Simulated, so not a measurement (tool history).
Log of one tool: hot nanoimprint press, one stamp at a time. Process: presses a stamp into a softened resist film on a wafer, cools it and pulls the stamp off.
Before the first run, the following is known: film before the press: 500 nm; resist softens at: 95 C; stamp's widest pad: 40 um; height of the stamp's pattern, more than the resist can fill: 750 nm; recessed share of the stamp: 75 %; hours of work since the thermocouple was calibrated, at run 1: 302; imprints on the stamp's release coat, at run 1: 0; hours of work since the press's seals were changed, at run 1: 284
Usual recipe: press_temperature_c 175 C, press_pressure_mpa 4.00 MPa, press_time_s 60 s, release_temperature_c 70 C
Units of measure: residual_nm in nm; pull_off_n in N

run,hour,press_temperature_c,press_pressure_mpa,press_time_s,release_temperature_c,hours of work since the thermocouple was calibrated,imprints on the stamp's release coat,hours of work since the press's seals were changed,residual_nm,pull_off_n
1,0.0,175,4.00,60,70,302,0,284,194.3,96
2,12.5,175,4.00,60,70,310,62,292,196.6,98
3,27.2,175,4.00,60,70,319,135,301,195.2,101
4,36.6,175,4.00,60,70,325,182,307,195.6,101
5,54.6,175,4.00,37,70,336,271,318,233.0,101
6,65.5,175,4.00,60,70,343,325,325,195.4,104
7,76.0,175,4.00,60,70,349,377,332,194.8,106
8,90.0,175,4.00,60,70,358,447,340,197.9,100
9,103.7,175,4.00,60,70,366,515,349,196.2,106
10,116.0,175,4.00,60,70,374,576,357,199.2,105
11,124.6,175,4.00,60,70,380,619,362,199.5,107
12,143.3,175,4.00,60,70,391,712,374,200.4,111
13,154.3,175,4.00,60,70,398,766,381,198.4,114
14,173.6,175,4.00,60,70,410,862,393,200.8,111
15,191.3,175,4.00,60,70,421,950,404,199.8,112
16,204.4,180,2.83,56,69,429,1015,412,202.6,119
17,216.8,168,2.83,63,69,437,1077,420,306.7,119
18,227.2,176,2.51,71,58,444,1128,426,231.7,155
19,241.9,176,5.67,49,71,453,1201,435,174.8,119
20,260.9,184,4.95,55,68,465,1296,447,128.9,130
21,273.2,178,3.14,100,67,472,1357,455,168.6,132
# hour 277.3: plate thermocouple calibrated
22,286.9,178,3.14,100,67,6,1410,462,171.6,131

Run 23 has not been measured yet. What should we expect?
23,304.7,178,3.14,100,67,17,1499,473,?,?

Run 23 produced residual_nm 171.5 nm, pull_off_n 140 N.
Were there no unlogged condition in the tool, this run, its random variation unchanged, would have produced residual_nm 151.9 nm, pull_off_n 104 N.
